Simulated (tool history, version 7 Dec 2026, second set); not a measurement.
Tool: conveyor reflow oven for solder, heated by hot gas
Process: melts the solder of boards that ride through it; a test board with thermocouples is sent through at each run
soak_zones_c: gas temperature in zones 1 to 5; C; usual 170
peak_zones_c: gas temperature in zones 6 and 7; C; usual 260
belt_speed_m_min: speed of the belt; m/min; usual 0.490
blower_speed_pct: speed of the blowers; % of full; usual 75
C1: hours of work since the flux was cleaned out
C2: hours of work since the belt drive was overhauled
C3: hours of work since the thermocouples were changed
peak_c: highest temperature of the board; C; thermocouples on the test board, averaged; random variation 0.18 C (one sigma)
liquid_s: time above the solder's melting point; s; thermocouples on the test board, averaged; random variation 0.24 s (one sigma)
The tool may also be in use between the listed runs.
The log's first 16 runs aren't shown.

{"run": 17, "hour": 263.7, "soak_zones_c": 174, "peak_zones_c": 260, "belt_speed_m_min": 0.57, "blower_speed_pct": 75, "C1": 152, "C2": 564, "C3": 644, "peak_c": 238.4, "liquid_s": 35.4}
{"run": 18, "hour": 277.5, "soak_zones_c": 174, "peak_zones_c": 260, "belt_speed_m_min": 0.57, "blower_speed_pct": 75, "C1": 161, "C2": 573, "C3": 653, "peak_c": 238.4, "liquid_s": 35.1}
{"run": 19, "hour": 297.7, "soak_zones_c": 174, "peak_zones_c": 260, "belt_speed_m_min": 0.57, "blower_speed_pct": 75, "C1": 174, "C2": 585, "C3": 666, "peak_c": 238.2, "liquid_s": 34.8}
{"run": 20, "hour": 312.6, "soak_zones_c": 174, "peak_zones_c": 266, "belt_speed_m_min": 0.483, "blower_speed_pct": 75, "C1": 184, "C2": 595, "C3": 675, "peak_c": 248.8, "liquid_s": 53.3}
{"hour": 334.2, "done": "flux residue cleaned out of gas plates and filters"}
{"run": 21, "hour": 334.2, "soak_zones_c": 171, "peak_zones_c": 255, "belt_speed_m_min": 0.404, "blower_speed_pct": 78, "C1": 0, "C2": 606, "C3": 686, "peak_c": 245.9, "liquid_s": 62.6}
{"run": 22, "hour": 355.6, "soak_zones_c": 171, "peak_zones_c": 271, "belt_speed_m_min": 0.458, "blower_speed_pct": 78, "C1": 14, "C2": 619, "C3": 699, "peak_c": 256.7, "liquid_s": 61.8}
{"hour": 361.5, "done": "belt drive overhauled, speed set with a stopwatch"}
{"run": 23, "hour": 380.0, "soak_zones_c": 171, "peak_zones_c": 271, "belt_speed_m_min": 0.439, "blower_speed_pct": 75, "C1": 27, "C2": 12, "C3": 712, "peak_c": 257.5, "liquid_s": 65.6}
{"run": 24, "hour": 390.1, "soak_zones_c": 163, "peak_zones_c": 260, "belt_speed_m_min": 0.49, "blower_speed_pct": 77, "C1": 33, "C2": 18, "C3": 719, "peak_c": 243.3, "liquid_s": 44.9}
{"run": 25, "hour": 405.0, "soak_zones_c": 163, "peak_zones_c": 259, "belt_speed_m_min": 0.484, "blower_speed_pct": 77, "C1": 43, "C2": 28, "C3": 728, "peak_c": 242.7, "liquid_s": 45.6}
{"run": 26, "hour": 428.1, "soak_zones_c": 170, "peak_zones_c": 260, "belt_speed_m_min": 0.441, "blower_speed_pct": 82, "C1": 57, "C2": 43, "C3": 743, "peak_c": 248.5, "liquid_s": 59.0}
{"run": 27, "hour": 443.6, "soak_zones_c": 170, "peak_zones_c": 260, "belt_speed_m_min": 0.441, "blower_speed_pct": 82, "C1": 67, "C2": 52, "C3": 753, "peak_c": 248.4, "liquid_s": 59.1}
{"run": 28, "hour": 466.6, "soak_zones_c": 170, "peak_zones_c": 260, "belt_speed_m_min": 0.393, "blower_speed_pct": 51, "C1": 82, "C2": 67, "C3": 768, "peak_c": 244.6, "liquid_s": 59.9}
{"run": 29, "hour": 477.1, "soak_zones_c": 170, "peak_zones_c": 256, "belt_speed_m_min": 0.393, "blower_speed_pct": 51, "C1": 89, "C2": 74, "C3": 775, "peak_c": 240.9, "liquid_s": 56.1}
{"hour": 491.3, "done": "belt drive overhauled, speed set with a stopwatch, once more"}
{"run": 30, "hour": 496.7, "soak_zones_c": 170, "peak_zones_c": 261, "belt_speed_m_min": 0.49, "blower_speed_pct": 55, "C1": 99, "C2": 3, "C3": 784, "peak_c": 237.5, "liquid_s": 38.1}
{"run": 31, "hour": 515.5, "soak_zones_c": 170, "peak_zones_c": 261, "belt_speed_m_min": 0.49, "blower_speed_pct": 55, "C1": 111, "C2": 16, "C3": 797, "peak_c": 237.5, "liquid_s": 37.6}
{"run": 32, "hour": 535.3, "soak_zones_c": 173, "peak_zones_c": 263, "belt_speed_m_min": 0.504, "blower_speed_pct": 73, "C1": 123, "C2": 28, "C3": 809, "peak_c": 244.3, "liquid_s": 46.0}

3 ways to go on from here, each from the tool as it stands after run 32. What would each give?
{"run": "A", "hour": 549.2, "soak_zones_c": 158, "peak_zones_c": 260, "belt_speed_m_min": 0.49, "blower_speed_pct": 75, "C1": 132, "C2": 37, "C3": 818, "peak_c": "?", "liquid_s": "?"}
{"run": "B", "hour": 549.2, "soak_zones_c": 179, "peak_zones_c": 263, "belt_speed_m_min": 0.504, "blower_speed_pct": 84, "C1": 132, "C2": 37, "C3": 818, "peak_c": "?", "liquid_s": "?"}
{"run": "C", "hour": 549.2, "soak_zones_c": 166, "peak_zones_c": 262, "belt_speed_m_min": 0.426, "blower_speed_pct": 75, "C1": 132, "C2": 37, "C3": 818, "peak_c": "?", "liquid_s": "?"}

run=A peak_c=240.2 liquid_s=39.0
run=B peak_c=248.1 liquid_s=51.7
run=C peak_c=248.1 liquid_s=57.7
Without the tool's hidden state the same runs would have given:
run=A peak_c=239.9 liquid_s=39.0
run=B peak_c=247.6 liquid_s=51.7
run=C peak_c=247.4 liquid_s=57.5
